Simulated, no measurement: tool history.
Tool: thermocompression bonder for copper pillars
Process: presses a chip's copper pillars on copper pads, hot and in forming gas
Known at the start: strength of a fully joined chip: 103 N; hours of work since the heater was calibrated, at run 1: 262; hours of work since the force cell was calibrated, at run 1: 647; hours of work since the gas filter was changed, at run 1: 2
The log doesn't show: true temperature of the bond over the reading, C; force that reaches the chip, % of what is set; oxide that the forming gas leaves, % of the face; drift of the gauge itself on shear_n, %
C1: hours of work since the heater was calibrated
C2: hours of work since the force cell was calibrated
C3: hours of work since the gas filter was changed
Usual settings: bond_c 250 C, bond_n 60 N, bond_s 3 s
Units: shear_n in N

{"run": 1, "hour": 0.0, "bond_c": 250, "bond_n": 60, "bond_s": 3, "C1": 262, "C2": 647, "C3": 2, "shear_n": 62.6}
{"run": 2, "hour": 12.6, "bond_c": 240, "bond_n": 60, "bond_s": 3, "C1": 268, "C2": 653, "C3": 9, "shear_n": 55.2}
{"run": 3, "hour": 22.5, "bond_c": 276, "bond_n": 60, "bond_s": 3, "C1": 274, "C2": 659, "C3": 14, "shear_n": 77.6}
{"run": 4, "hour": 32.6, "bond_c": 280, "bond_n": 60, "bond_s": 3, "C1": 279, "C2": 664, "C3": 20, "shear_n": 78.1}
{"run": 5, "hour": 44.4, "bond_c": 250, "bond_n": 57, "bond_s": 3, "C1": 286, "C2": 671, "C3": 26, "shear_n": 60}
{"run": 6, "hour": 51.8, "bond_c": 250, "bond_n": 57, "bond_s": 3, "C1": 290, "C2": 675, "C3": 30, "shear_n": 60.4}
{"run": 7, "hour": 62.0, "bond_c": 250, "bond_n": 51, "bond_s": 3, "C1": 295, "C2": 680, "C3": 35, "shear_n": 56.8}
{"run": 8, "hour": 68.2, "bond_c": 250, "bond_n": 51, "bond_s": 7, "C1": 298, "C2": 683, "C3": 39, "shear_n": 72.5}
{"run": 9, "hour": 77.7, "bond_c": 250, "bond_n": 51, "bond_s": 7, "C1": 304, "C2": 689, "C3": 44, "shear_n": 73.1}
{"run": 10, "hour": 89.4, "bond_c": 250, "bond_n": 51, "bond_s": 7, "C1": 310, "C2": 695, "C3": 50, "shear_n": 71.9}
{"run": 11, "hour": 99.7, "bond_c": 250, "bond_n": 51, "bond_s": 7, "C1": 315, "C2": 700, "C3": 56, "shear_n": 71.9}
{"run": 12, "hour": 106.6, "bond_c": 250, "bond_n": 51, "bond_s": 7, "C1": 319, "C2": 704, "C3": 60, "shear_n": 71.8}
{"run": 13, "hour": 112.7, "bond_c": 250, "bond_n": 51, "bond_s": 7, "C1": 323, "C2": 707, "C3": 63, "shear_n": 73}
{"run": 14, "hour": 126.0, "bond_c": 250, "bond_n": 51, "bond_s": 7, "C1": 330, "C2": 715, "C3": 70, "shear_n": 69.5}
{"run": 15, "hour": 134.8, "bond_c": 250, "bond_n": 51, "bond_s": 7, "C1": 334, "C2": 719, "C3": 75, "shear_n": 72.8}
{"run": 16, "hour": 146.3, "bond_c": 250, "bond_n": 51, "bond_s": 7, "C1": 341, "C2": 726, "C3": 81, "shear_n": 71.2}
{"hour": 149.2, "done": "force cell calibrated"}
{"run": 17, "hour": 156.5, "bond_c": 250, "bond_n": 51, "bond_s": 7, "C1": 345, "C2": 4, "C3": 86, "shear_n": 71.8}
{"run": 18, "hour": 168.8, "bond_c": 250, "bond_n": 51, "bond_s": 7, "C1": 352, "C2": 11, "C3": 92, "shear_n": 71.9}
{"run": 19, "hour": 183.3, "bond_c": 250, "bond_n": 51, "bond_s": 2, "C1": 360, "C2": 18, "C3": 100, "shear_n": 50.7}
{"run": 20, "hour": 196.1, "bond_c": 250, "bond_n": 51, "bond_s": 2, "C1": 367, "C2": 25, "C3": 107, "shear_n": 48.7}
{"run": 21, "hour": 206.4, "bond_c": 250, "bond_n": 51, "bond_s": 2, "C1": 372, "C2": 31, "C3": 113, "shear_n": 49.1}
{"run": 22, "hour": 219.5, "bond_c": 250, "bond_n": 51, "bond_s": 2, "C1": 379, "C2": 38, "C3": 120, "shear_n": 50.9}
{"hour": 228.2, "done": "force cell calibrated, once more"}
{"run": 23, "hour": 230.6, "bond_c": 250, "bond_n": 60, "bond_s": 6, "C1": 385, "C2": 1, "C3": 125, "shear_n": 72.5}
{"run": 24, "hour": 238.4, "bond_c": 252, "bond_n": 60, "bond_s": 3, "C1": 389, "C2": 5, "C3": 129, "shear_n": 59.4}
{"run": 25, "hour": 251.0, "bond_c": 255, "bond_n": 40, "bond_s": 5, "C1": 396, "C2": 12, "C3": 136, "shear_n": 57.4}
{"run": 26, "hour": 264.0, "bond_c": 234, "bond_n": 65, "bond_s": 2, "C1": 403, "C2": 19, "C3": 143, "shear_n": 44.3}
{"run": 27, "hour": 277.3, "bond_c": 256, "bond_n": 42, "bond_s": 3, "C1": 410, "C2": 27, "C3": 150, "shear_n": 50.9}
{"run": 28, "hour": 291.2, "bond_c": 245, "bond_n": 60, "bond_s": 3, "C1": 417, "C2": 34, "C3": 158, "shear_n": 55.2}
{"hour": 295.2, "done": "forming gas filter changed"}
{"run": 29, "hour": 306.6, "bond_c": 245, "bond_n": 60, "bond_s": 3, "C1": 425, "C2": 42, "C3": 6, "shear_n": 56.8}
{"run": 30, "hour": 320.7, "bond_c": 226, "bond_n": 42, "bond_s": 3, "C1": 433, "C2": 50, "C3": 14, "shear_n": 35.7}
{"run": 31, "hour": 327.7, "bond_c": 226, "bond_n": 42, "bond_s": 3, "C1": 437, "C2": 53, "C3": 18, "shear_n": 36.3}
{"run": 32, "hour": 335.5, "bond_c": 226, "bond_n": 42, "bond_s": 3, "C1": 441, "C2": 58, "C3": 22, "shear_n": 36.6}
{"run": 33, "hour": 345.2, "bond_c": 237, "bond_n": 56, "bond_s": 3, "C1": 446, "C2": 63, "C3": 27, "shear_n": 50.5}
{"run": 34, "hour": 358.5, "bond_c": 270, "bond_n": 59, "bond_s": 4, "C1": 453, "C2": 70, "C3": 34, "shear_n": 76.7}
{"run": 35, "hour": 367.3, "bond_c": 263, "bond_n": 37, "bond_s": 3, "C1": 458, "C2": 75, "C3": 39, "shear_n": 52.3}
{"run": 36, "hour": 378.0, "bond_c": 244, "bond_n": 56, "bond_s": 9, "C1": 464, "C2": 81, "C3": 45, "shear_n": 74.4}
{"run": 37, "hour": 390.9, "bond_c": 256, "bond_n": 70, "bond_s": 3, "C1": 471, "C2": 88, "C3": 52, "shear_n": 67.9}
{"run": 38, "hour": 401.3, "bond_c": 231, "bond_n": 60, "bond_s": 3, "C1": 476, "C2": 93, "C3": 57, "shear_n": 47.5}
{"run": 39, "hour": 412.3, "bond_c": 231, "bond_n": 60, "bond_s": 3, "C1": 482, "C2": 99, "C3": 63, "shear_n": 47.5}

Hidden state or all else? Some run-to-run changes of shear_n, split into what the settings, what came in and random variation would give without the hidden state, and what is left for the hidden state (with any gauge scatter that isn't in both results):
Run 2 -> 3: bond_c 240 -> 276. shear_n +22.4 N: hidden state -0.1, all else +22.5.
Run 16 -> 17: force cell calibrated. shear_n +0.6 N: hidden state +1, all else -0.4.
Run 22 -> 23: bond_n 51 -> 60, bond_s 2 -> 6, force cell calibrated, once more. shear_n +21.6 N: hidden state -4, all else +25.6.
Run 28 -> 29: forming gas filter changed. shear_n +1.6 N: hidden state +2.2, all else -0.6.
Run 33 -> 34: bond_c 237 -> 270, bond_n 56 -> 59, bond_s 3 -> 4. shear_n +26.2 N: hidden state -0.3, all else +26.5.
Run 34 -> 35: bond_c 270 -> 263, bond_n 59 -> 37, bond_s 4 -> 3. shear_n -24.4 N: hidden state +0.1, all else -24.5.

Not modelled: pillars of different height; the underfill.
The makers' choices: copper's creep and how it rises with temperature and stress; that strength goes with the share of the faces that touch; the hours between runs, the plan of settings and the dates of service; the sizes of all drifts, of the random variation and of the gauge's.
